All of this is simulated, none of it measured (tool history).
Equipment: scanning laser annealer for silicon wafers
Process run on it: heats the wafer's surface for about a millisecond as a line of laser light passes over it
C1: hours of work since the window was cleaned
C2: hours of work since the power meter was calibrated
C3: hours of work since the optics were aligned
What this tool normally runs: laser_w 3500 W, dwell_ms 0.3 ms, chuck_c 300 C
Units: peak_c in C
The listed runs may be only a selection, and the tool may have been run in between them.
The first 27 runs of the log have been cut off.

{"run": 28, "day": 22.088, "laser_w": 3632, "dwell_ms": 0.222, "chuck_c": 311, "C1": 380, "C2": 29, "C3": 1655, "peak_c": 1029}
{"run": 29, "day": 22.688, "laser_w": 3382, "dwell_ms": 0.33, "chuck_c": 338, "C1": 387, "C2": 36, "C3": 1662, "peak_c": 1121}
{"run": 30, "day": 23.321, "laser_w": 3382, "dwell_ms": 0.33, "chuck_c": 338, "C1": 393, "C2": 42, "C3": 1669, "peak_c": 1121}
{"run": 31, "day": 24.25, "laser_w": 3087, "dwell_ms": 0.273, "chuck_c": 301, "C1": 404, "C2": 53, "C3": 1679, "peak_c": 948}
{"run": 32, "day": 25.208, "laser_w": 3615, "dwell_ms": 0.273, "chuck_c": 333, "C1": 414, "C2": 63, "C3": 1689, "peak_c": 1110}
{"run": 33, "day": 25.829, "laser_w": 2981, "dwell_ms": 0.218, "chuck_c": 303, "C1": 421, "C2": 70, "C3": 1696, "peak_c": 866}
{"run": 34, "day": 26.517, "laser_w": 3500, "dwell_ms": 0.304, "chuck_c": 300, "C1": 428, "C2": 77, "C3": 1703, "peak_c": 1081}
{"run": 35, "day": 26.996, "laser_w": 3339, "dwell_ms": 0.247, "chuck_c": 300, "C1": 433, "C2": 82, "C3": 1709, "peak_c": 981}
{"run": 36, "day": 27.617, "laser_w": 3767, "dwell_ms": 0.274, "chuck_c": 328, "C1": 440, "C2": 89, "C3": 1715, "peak_c": 1148}
{"run": 37, "day": 28.258, "laser_w": 3145, "dwell_ms": 0.24, "chuck_c": 315, "C1": 447, "C2": 96, "C3": 1722, "peak_c": 940}
{"run": 38, "day": 28.683, "laser_w": 3145, "dwell_ms": 0.24, "chuck_c": 315, "C1": 452, "C2": 101, "C3": 1727, "peak_c": 941}
{"run": 39, "day": 29.175, "laser_w": 3145, "dwell_ms": 0.24, "chuck_c": 315, "C1": 457, "C2": 106, "C3": 1732, "peak_c": 937}
{"run": 40, "day": 30.138, "laser_w": 3049, "dwell_ms": 0.3, "chuck_c": 300, "C1": 468, "C2": 117, "C3": 1743, "peak_c": 961}
{"run": 41, "day": 30.675, "laser_w": 3049, "dwell_ms": 0.3, "chuck_c": 300, "C1": 473, "C2": 122, "C3": 1749, "peak_c": 962}

Alternative continuations, all from the tool just after run 41; predict every row:
{"run": "A", "day": 31.433, "laser_w": 3718, "dwell_ms": 0.231, "chuck_c": 336, "C1": 482, "C2": 131, "C3": 1757, "peak_c": "?"}
{"run": "B", "day": 31.433, "laser_w": 3700, "dwell_ms": 0.352, "chuck_c": 321, "C1": 482, "C2": 131, "C3": 1757, "peak_c": "?"}
{"run": "C", "day": 31.433, "laser_w": 3500, "dwell_ms": 0.253, "chuck_c": 300, "C1": 482, "C2": 131, "C3": 1757, "peak_c": "?"}

run=A peak_c=1086
run=B peak_c=1212
run=C peak_c=1022
With the hidden condition removed and each run's random variation left untouched, the same runs would have given:
run=A peak_c=1122
run=B peak_c=1255
run=C peak_c=1057
